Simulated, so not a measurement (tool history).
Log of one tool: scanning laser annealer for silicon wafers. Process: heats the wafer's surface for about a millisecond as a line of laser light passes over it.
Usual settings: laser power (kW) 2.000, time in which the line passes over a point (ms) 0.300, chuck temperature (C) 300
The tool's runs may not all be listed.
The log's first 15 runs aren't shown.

run,hour,laser power (kW),time in which the line passes over a point (ms),chuck temperature (C),hours of work since the window was cleaned,hours of work since the power meter was calibrated,hours of work since the optics were aligned,highest temperature of the surface (C)
16,534.5,2.091,0.300,300,503,1583,44,1054
17,561.3,1.789,0.300,300,524,1604,65,930
18,601.9,1.789,0.300,300,556,1636,97,926
19,627.2,1.789,0.300,300,576,1656,117,928
20,651.4,1.789,0.300,300,595,1675,136,926
21,698.8,2.038,0.256,300,633,1712,174,963
# hour 725.3: window over the wafer cleaned
22,736.5,2.038,0.256,300,9,1741,202,984
23,771.6,2.030,0.221,314,37,1768,230,939
24,823.1,2.030,0.221,314,77,1809,270,937
25,849.1,2.030,0.221,314,98,1829,291,937
26,893.1,2.187,0.221,332,133,1864,325,1011
27,930.7,2.128,0.354,320,162,1894,355,1167
28,967.6,2.146,0.242,278,191,1923,384,970
29,1019.5,2.114,0.340,300,232,1964,425,1117
30,1055.1,1.947,0.279,287,260,1992,453,955
31,1081.9,1.947,0.279,287,282,2013,475,952
32,1128.3,1.758,0.279,287,318,2050,511,880
33,1156.3,2.000,0.354,335,340,2072,533,1112
34,1183.7,2.000,0.314,297,362,2094,555,1028
35,1231.5,2.000,0.375,312,400,2131,593,1116
36,1263.3,1.841,0.270,312,425,2157,618,918
37,1311.7,1.841,0.270,312,463,2195,656,919
38,1335.6,1.841,0.270,312,482,2214,675,921
39,1357.1,1.841,0.270,312,499,2231,692,921
40,1408.3,1.841,0.270,312,539,2271,732,919

Forecast each of these 3 alternatives for the next run:
A,1448.4,1.841,0.235,301,571,2303,764,?
B,1448.4,1.841,0.265,268,571,2303,764,?
C,1448.4,1.732,0.223,297,571,2303,764,?

run,highest temperature of the surface (C)
A,865
B,864
C,804
Without the tool's hidden state the same runs would have given:
run,highest temperature of the surface (C)
A,896
B,898
C,832
